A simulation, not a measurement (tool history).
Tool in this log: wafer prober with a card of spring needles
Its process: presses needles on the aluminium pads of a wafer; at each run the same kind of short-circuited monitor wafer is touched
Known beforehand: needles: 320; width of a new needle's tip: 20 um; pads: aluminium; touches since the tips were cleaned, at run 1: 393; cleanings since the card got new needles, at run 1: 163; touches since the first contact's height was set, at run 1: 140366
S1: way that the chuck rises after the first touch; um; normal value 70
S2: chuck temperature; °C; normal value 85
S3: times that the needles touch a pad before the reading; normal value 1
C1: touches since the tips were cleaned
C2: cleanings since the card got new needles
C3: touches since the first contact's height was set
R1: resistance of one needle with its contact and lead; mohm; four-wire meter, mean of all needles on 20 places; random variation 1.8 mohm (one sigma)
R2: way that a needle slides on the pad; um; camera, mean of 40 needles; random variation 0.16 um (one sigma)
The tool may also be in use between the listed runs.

run     day  S1   S2  S3    C1   C2      C3   R1     R2
  1       0  70   85   1   393  163  140366  183   15.7
      0.117  -- tips cleaned on abrasive film
      0.229  -- tips cleaned on abrasive film
      0.346  -- tips cleaned on abrasive film
      0.488  -- tips cleaned on abrasive film
      0.629  -- tips cleaned on abrasive film
      0.746  -- tips cleaned on abrasive film
      0.888  -- tips cleaned on abrasive film
      1.029  -- tips cleaned on abrasive film
      1.175  -- tips cleaned on abrasive film
      1.288  -- tips cleaned on abrasive film
  2   1.379  70   85   1  1619  173  164401  181   15.5
      1.408  -- tips cleaned on abrasive film
      1.525  -- tips cleaned on abrasive film
      1.642  -- tips cleaned on abrasive film
      1.783  -- tips cleaned on abrasive film
        1.9  -- tips cleaned on abrasive film
      2.042  -- tips cleaned on abrasive film
      2.154  -- tips cleaned on abrasive film
        2.3  -- tips cleaned on abrasive film
      2.412  -- tips cleaned on abrasive film
      2.554  -- tips cleaned on abrasive film
        2.7  -- tips cleaned on abrasive film
  3   2.754  70   85   1  1003  184  188317  182  15.66
      2.842  -- tips cleaned on abrasive film
      2.983  -- tips cleaned on abrasive film
        3.1  -- tips cleaned on abrasive film
      3.242  -- tips cleaned on abrasive film
      3.358  -- tips cleaned on abrasive film
        3.5  -- tips cleaned on abrasive film
      3.642  -- tips cleaned on abrasive film
      3.783  -- tips cleaned on abrasive film
      3.925  -- tips cleaned on abrasive film
      4.042  -- tips cleaned on abrasive film
  4    4.05  70   85   1   177  194  210893  182  15.73
      4.167  -- tips cleaned on abrasive film
      4.283  -- tips cleaned on abrasive film
      4.425  -- tips cleaned on abrasive film
      4.538  -- tips cleaned on abrasive film
      4.683  -- tips cleaned on abrasive film
      4.825  -- tips cleaned on abrasive film
      4.942  -- tips cleaned on abrasive film
      5.083  -- tips cleaned on abrasive film
  5   5.112  70   85   2   536  202  229362  182  15.69
        5.2  -- tips cleaned on abrasive film
      5.342  -- tips cleaned on abrasive film
      5.483  -- tips cleaned on abrasive film
      5.629  -- tips cleaned on abrasive film
      5.742  -- tips cleaned on abrasive film
      5.888  -- tips cleaned on abrasive film
      5.954  -- height of the first contact set anew
      6.012  -- tips cleaned on abrasive film
      6.154  -- tips cleaned on abrasive film
        6.3  -- tips cleaned on abrasive film
  6   6.304  70   85   2   126  211    6103  184  15.58
      6.421  -- tips cleaned on abrasive film
      6.538  -- tips cleaned on abrasive film
      6.679  -- tips cleaned on abrasive film
      6.821  -- tips cleaned on abrasive film
      6.938  -- tips cleaned on abrasive film
      7.079  -- tips cleaned on abrasive film
      7.192  -- tips cleaned on abrasive film
      7.338  -- tips cleaned on abrasive film
       7.45  -- tips cleaned on abrasive film
      7.596  -- tips cleaned on abrasive film
  7   7.642  70   85   2   871  221   29390  184  15.65
      7.729  -- tips cleaned on abrasive film
      7.871  -- tips cleaned on abrasive film
      8.017  -- tips cleaned on abrasive film
      8.158  -- tips cleaned on abrasive film
      8.271  -- tips cleaned on abrasive film
      8.388  -- tips cleaned on abrasive film
      8.529  -- tips cleaned on abrasive film
      8.675  -- tips cleaned on abrasive film
      8.817  -- tips cleaned on abrasive film
      8.929  -- tips cleaned on abrasive film
      9.075  -- tips cleaned on abrasive film
  8   9.079  70   85   2   124  232   54421  182     16
      9.196  -- tips cleaned on abrasive film
      9.338  -- tips cleaned on abrasive film
      9.479  -- tips cleaned on abrasive film
      9.625  -- tips cleaned on abrasive film
      9.738  -- tips cleaned on abrasive film
      9.883  -- tips cleaned on abrasive film
      9.996  -- tips cleaned on abrasive film
     10.138  -- tips cleaned on abrasive film
     10.283  -- tips cleaned on abrasive film
  9   10.35  70   85   2  1201  241   76544  183  15.53
     10.408  -- tips cleaned on abrasive film
     10.525  -- tips cleaned on abrasive film
     10.667  -- tips cleaned on abrasive film
     10.808  -- tips cleaned on abrasive film
      10.95  -- tips cleaned on abrasive film
 10  10.988  70   85   2   630  246   87634  183  15.73
     11.075  -- tips cleaned on abrasive film
     11.217  -- tips cleaned on abrasive film
     11.329  -- tips cleaned on abrasive film
     11.475  -- tips cleaned on abrasive film
     11.617  -- tips cleaned on abrasive film
 11  11.642  69   85   1   487  251   99082  182  15.42
     11.758  -- tips cleaned on abrasive film
     11.875  -- tips cleaned on abrasive film
     12.017  -- tips cleaned on abrasive film
     12.133  -- tips cleaned on abrasive film
     12.275  -- tips cleaned on abrasive film
     12.388  -- tips cleaned on abrasive film
     12.533  -- tips cleaned on abrasive film
     12.675  -- tips cleaned on abrasive film
 12  12.721  69   85   1   808  259  117822  182  15.33
     12.808  -- tips cleaned on abrasive film
     12.921  -- tips cleaned on abrasive film
     13.062  -- tips cleaned on abrasive film
     13.562  -- card fitted with new needles
     13.708  -- tips cleaned on abrasive film
      13.85  -- tips cleaned on abrasive film
     13.992  -- tips cleaned on abrasive film
     14.133  -- tips cleaned on abrasive film
     14.279  -- tips cleaned on abrasive film
     14.392  -- tips cleaned on abrasive film
 13  14.479  54   62   1  1548    6   15994  182  12.07
     14.512  -- tips cleaned on abrasive film
     14.625  -- tips cleaned on abrasive film
     14.767  -- tips cleaned on abrasive film
     14.883  -- tips cleaned on abrasive film
         15  -- tips cleaned on abrasive film
     15.142  -- tips cleaned on abrasive film
     15.283  -- tips cleaned on abrasive film
     15.425  -- tips cleaned on abrasive film
     15.542  -- tips cleaned on abrasive film
     15.683  -- tips cleaned on abrasive film
       15.8  -- tips cleaned on abrasive film
 14  15.812  68   87   1   234   17   39138  183  15.33
     15.925  -- tips cleaned on abrasive film
     16.042  -- tips cleaned on abrasive film
     16.183  -- tips cleaned on abrasive film
     16.329  -- tips cleaned on abrasive film
     16.442  -- tips cleaned on abrasive film
     16.583  -- tips cleaned on abrasive film
     16.729  -- tips cleaned on abrasive film
 15  16.742  53   59   1   232   24   55311  180  11.58
     16.854  -- tips cleaned on abrasive film
     16.971  -- tips cleaned on abrasive film
     17.088  -- tips cleaned on abrasive film
     17.229  -- tips cleaned on abrasive film
     17.371  -- tips cleaned on abrasive film
     17.512  -- tips cleaned on abrasive film
     17.658  -- tips cleaned on abrasive film
 16  17.725  53   59   1  1260   31   72510  182   11.7
     17.788  -- tips cleaned on abrasive film
       17.9  -- tips cleaned on abrasive film
     18.042  -- tips cleaned on abrasive film
     18.158  -- tips cleaned on abrasive film
       18.3  -- tips cleaned on abrasive film
     18.417  -- tips cleaned on abrasive film
     18.558  -- tips cleaned on abrasive film
       18.7  -- tips cleaned on abrasive film
     18.817  -- tips cleaned on abrasive film
     18.958  -- tips cleaned on abrasive film
 17  18.962  80   85   2    89   41   94017  179  17.94
     19.079  -- tips cleaned on abrasive film
     19.196  -- tips cleaned on abrasive film
     19.338  -- tips cleaned on abrasive film
     19.479  -- tips cleaned on abrasive film
     19.596  -- tips cleaned on abrasive film
     19.738  -- tips cleaned on abrasive film
     19.879  -- tips cleaned on abrasive film
 18  19.946  80   85   2  1216   48  111171  183  17.82
     20.008  -- tips cleaned on abrasive film
     20.121  -- tips cleaned on abrasive film
     20.238  -- tips cleaned on abrasive film
     20.379  -- tips cleaned on abrasive film
     20.521  -- tips cleaned on abrasive film
     20.667  -- tips cleaned on abrasive film
     20.779  -- tips cleaned on abrasive film
     20.925  -- tips cleaned on abrasive film
     21.067  -- tips cleaned on abrasive film
     21.208  -- tips cleaned on abrasive film
 19   21.25  80  119   2   764   58  133853  188  18.03
     21.338  -- tips cleaned on abrasive film
     21.479  -- tips cleaned on abrasive film
     21.625  -- tips cleaned on abrasive film
     21.767  -- tips cleaned on abrasive film
     21.908  -- tips cleaned on abrasive film
      22.05  -- tips cleaned on abrasive film
     22.196  -- tips cleaned on abrasive film
 20    22.2  80  119   2    74   65  150363  188  17.98

Forecast each of these 4 alternatives for the next run:
     22.312  -- tips cleaned on abrasive film
     22.454  -- tips cleaned on abrasive film
       22.6  -- tips cleaned on abrasive film
     22.712  -- tips cleaned on abrasive film
     22.858  -- tips cleaned on abrasive film
     22.971  -- tips cleaned on abrasive film
  A  23.017  80   33   1  827  71  164639   ?   ?
     22.312  -- tips cleaned on abrasive film
     22.454  -- tips cleaned on abrasive film
       22.6  -- tips cleaned on abrasive film
     22.712  -- tips cleaned on abrasive film
     22.858  -- tips cleaned on abrasive film
     22.971  -- tips cleaned on abrasive film
  B  23.017  74  119   2  827  71  164639   ?   ?
     22.312  -- tips cleaned on abrasive film
     22.454  -- tips cleaned on abrasive film
       22.6  -- tips cleaned on abrasive film
     22.712  -- tips cleaned on abrasive film
     22.858  -- tips cleaned on abrasive film
     22.971  -- tips cleaned on abrasive film
  C  23.017  70   33   1  827  71  164639   ?   ?
     22.312  -- tips cleaned on abrasive film
     22.454  -- tips cleaned on abrasive film
       22.6  -- tips cleaned on abrasive film
     22.712  -- tips cleaned on abrasive film
     22.858  -- tips cleaned on abrasive film
     22.971  -- tips cleaned on abrasive film
  D  23.017  80  119   1  827  71  164639   ?   ?

run   R1     R2
  A  171   17.5
  B  189  16.88
  C  174  15.57
  D  186  17.93
Stripped of hidden state, with their random variation kept, the same runs would have yielded:
run   R1     R2
  A  171  17.51
  B  188  16.89
  C  174  15.57
  D  186  17.94
